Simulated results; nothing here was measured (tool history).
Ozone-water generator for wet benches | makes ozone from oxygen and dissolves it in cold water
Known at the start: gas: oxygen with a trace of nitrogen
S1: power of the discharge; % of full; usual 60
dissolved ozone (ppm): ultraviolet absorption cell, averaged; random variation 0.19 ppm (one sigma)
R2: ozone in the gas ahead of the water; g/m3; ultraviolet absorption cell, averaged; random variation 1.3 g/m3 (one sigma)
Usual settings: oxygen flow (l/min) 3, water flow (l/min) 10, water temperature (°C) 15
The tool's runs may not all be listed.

{"run": 1, "hour": 0.0, "S1": 60, "oxygen flow (l/min)": 3, "water flow (l/min)": 10, "water temperature (°C)": 15, "dissolved ozone (ppm)": 25.6, "R2": 224.7}
{"run": 2, "hour": 79.0, "S1": 60, "oxygen flow (l/min)": 2.1, "water flow (l/min)": 10, "water temperature (°C)": 15, "dissolved ozone (ppm)": 24.7, "R2": 270}
{"run": 3, "hour": 164.2, "S1": 60, "oxygen flow (l/min)": 2.1, "water flow (l/min)": 10, "water temperature (°C)": 15, "dissolved ozone (ppm)": 24.6, "R2": 263.5}
{"run": 4, "hour": 229.0, "S1": 60, "oxygen flow (l/min)": 3, "water flow (l/min)": 10, "water temperature (°C)": 15, "dissolved ozone (ppm)": 25.3, "R2": 226.1}
{"run": 5, "hour": 313.6, "S1": 60, "oxygen flow (l/min)": 3, "water flow (l/min)": 10, "water temperature (°C)": 15, "dissolved ozone (ppm)": 25.8, "R2": 226.1}
{"run": 6, "hour": 433.5, "S1": 60, "oxygen flow (l/min)": 3, "water flow (l/min)": 10, "water temperature (°C)": 15, "dissolved ozone (ppm)": 25.5, "R2": 223.9}
{"run": 7, "hour": 551.9, "S1": 60, "oxygen flow (l/min)": 3, "water flow (l/min)": 10, "water temperature (°C)": 15, "dissolved ozone (ppm)": 25.3, "R2": 224.8}
{"run": 8, "hour": 632.4, "S1": 60, "oxygen flow (l/min)": 3, "water flow (l/min)": 10, "water temperature (°C)": 17, "dissolved ozone (ppm)": 24.4, "R2": 225.8}
{"run": 9, "hour": 729.8, "S1": 86, "oxygen flow (l/min)": 3, "water flow (l/min)": 10, "water temperature (°C)": 17, "dissolved ozone (ppm)": 31.8, "R2": 293.8}
{"run": 10, "hour": 783.3, "S1": 60, "oxygen flow (l/min)": 3, "water flow (l/min)": 10, "water temperature (°C)": 15, "dissolved ozone (ppm)": 25.4, "R2": 225}
{"run": 11, "hour": 863.5, "S1": 60, "oxygen flow (l/min)": 3, "water flow (l/min)": 10, "water temperature (°C)": 15, "dissolved ozone (ppm)": 25.5, "R2": 222.9}
{"run": 12, "hour": 961.7, "S1": 60, "oxygen flow (l/min)": 4.35, "water flow (l/min)": 10, "water temperature (°C)": 15, "dissolved ozone (ppm)": 25.5, "R2": 191.6}
{"run": 13, "hour": 1043.9, "S1": 60, "oxygen flow (l/min)": 3, "water flow (l/min)": 12, "water temperature (°C)": 15, "dissolved ozone (ppm)": 21.9, "R2": 224.5}
{"run": 14, "hour": 1136.8, "S1": 60, "oxygen flow (l/min)": 3, "water flow (l/min)": 10, "water temperature (°C)": 15, "dissolved ozone (ppm)": 25.2, "R2": 223.3}
{"run": 15, "hour": 1239.7, "S1": 60, "oxygen flow (l/min)": 3, "water flow (l/min)": 10, "water temperature (°C)": 15, "dissolved ozone (ppm)": 25.3, "R2": 222}
{"run": 16, "hour": 1306.9, "S1": 60, "oxygen flow (l/min)": 2.28, "water flow (l/min)": 11, "water temperature (°C)": 13, "dissolved ozone (ppm)": 22.8, "R2": 254.5}
{"run": 17, "hour": 1359.0, "S1": 75, "oxygen flow (l/min)": 3, "water flow (l/min)": 11, "water temperature (°C)": 15, "dissolved ozone (ppm)": 27.4, "R2": 261.7}
{"run": 18, "hour": 1457.4, "S1": 60, "oxygen flow (l/min)": 3, "water flow (l/min)": 6, "water temperature (°C)": 22, "dissolved ozone (ppm)": 31.2, "R2": 222.6}
{"run": 19, "hour": 1568.2, "S1": 65, "oxygen flow (l/min)": 2.76, "water flow (l/min)": 16, "water temperature (°C)": 9, "dissolved ozone (ppm)": 18.4, "R2": 245.6}
{"run": 20, "hour": 1628.4, "S1": 65, "oxygen flow (l/min)": 2.76, "water flow (l/min)": 16, "water temperature (°C)": 9, "dissolved ozone (ppm)": 18.2, "R2": 247.8}
{"run": 21, "hour": 1686.8, "S1": 62, "oxygen flow (l/min)": 2.76, "water flow (l/min)": 12, "water temperature (°C)": 10, "dissolved ozone (ppm)": 22.8, "R2": 237.4}
{"hour": 1722.0, "done": "contactor cleaned"}
{"run": 22, "hour": 1769.3, "S1": 62, "oxygen flow (l/min)": 2.76, "water flow (l/min)": 12, "water temperature (°C)": 10, "dissolved ozone (ppm)": 23.8, "R2": 234.6}
{"run": 23, "hour": 1877.7, "S1": 75, "oxygen flow (l/min)": 3.57, "water flow (l/min)": 12, "water temperature (°C)": 10, "dissolved ozone (ppm)": 28, "R2": 243}
{"run": 24, "hour": 1954.3, "S1": 75, "oxygen flow (l/min)": 3.57, "water flow (l/min)": 12, "water temperature (°C)": 10, "dissolved ozone (ppm)": 28.2, "R2": 240.1}
{"run": 25, "hour": 2020.9, "S1": 75, "oxygen flow (l/min)": 3.57, "water flow (l/min)": 12, "water temperature (°C)": 10, "dissolved ozone (ppm)": 28, "R2": 239.4}
{"run": 26, "hour": 2085.2, "S1": 98, "oxygen flow (l/min)": 3.57, "water flow (l/min)": 8, "water temperature (°C)": 10, "dissolved ozone (ppm)": 47.2, "R2": 291.4}
{"run": 27, "hour": 2172.1, "S1": 48, "oxygen flow (l/min)": 3, "water flow (l/min)": 14, "water temperature (°C)": 10, "dissolved ozone (ppm)": 17.4, "R2": 189.4}
{"run": 28, "hour": 2229.4, "S1": 48, "oxygen flow (l/min)": 1.69, "water flow (l/min)": 14, "water temperature (°C)": 18, "dissolved ozone (ppm)": 14.3, "R2": 244.9}
{"run": 29, "hour": 2334.4, "S1": 60, "oxygen flow (l/min)": 3, "water flow (l/min)": 10, "water temperature (°C)": 10, "dissolved ozone (ppm)": 27.3, "R2": 221.1}
{"run": 30, "hour": 2453.6, "S1": 60, "oxygen flow (l/min)": 3, "water flow (l/min)": 10, "water temperature (°C)": 10, "dissolved ozone (ppm)": 27.1, "R2": 222.7}

Forecast each of these 3 alternatives for the next run:
{"run": "A", "hour": 2522.4, "S1": 60, "oxygen flow (l/min)": 3, "water flow (l/min)": 10, "water temperature (°C)": 23, "dissolved ozone (ppm)": "?", "R2": "?"}
{"run": "B", "hour": 2522.4, "S1": 60, "oxygen flow (l/min)": 3, "water flow (l/min)": 14, "water temperature (°C)": 10, "dissolved ozone (ppm)": "?", "R2": "?"}
{"run": "C", "hour": 2522.4, "S1": 60, "oxygen flow (l/min)": 3, "water flow (l/min)": 10, "water temperature (°C)": 12, "dissolved ozone (ppm)": "?", "R2": "?"}

run=A dissolved_ozone_(ppm)=22.5 R2=220.7
run=B dissolved_ozone_(ppm)=20.3 R2=221.3
run=C dissolved_ozone_(ppm)=26.6 R2=221.6
Without the tool's hidden state the same runs would have given:
run=A dissolved_ozone_(ppm)=24.3 R2=232.9
run=B dissolved_ozone_(ppm)=21.8 R2=233.6
run=C dissolved_ozone_(ppm)=28.6 R2=233.9
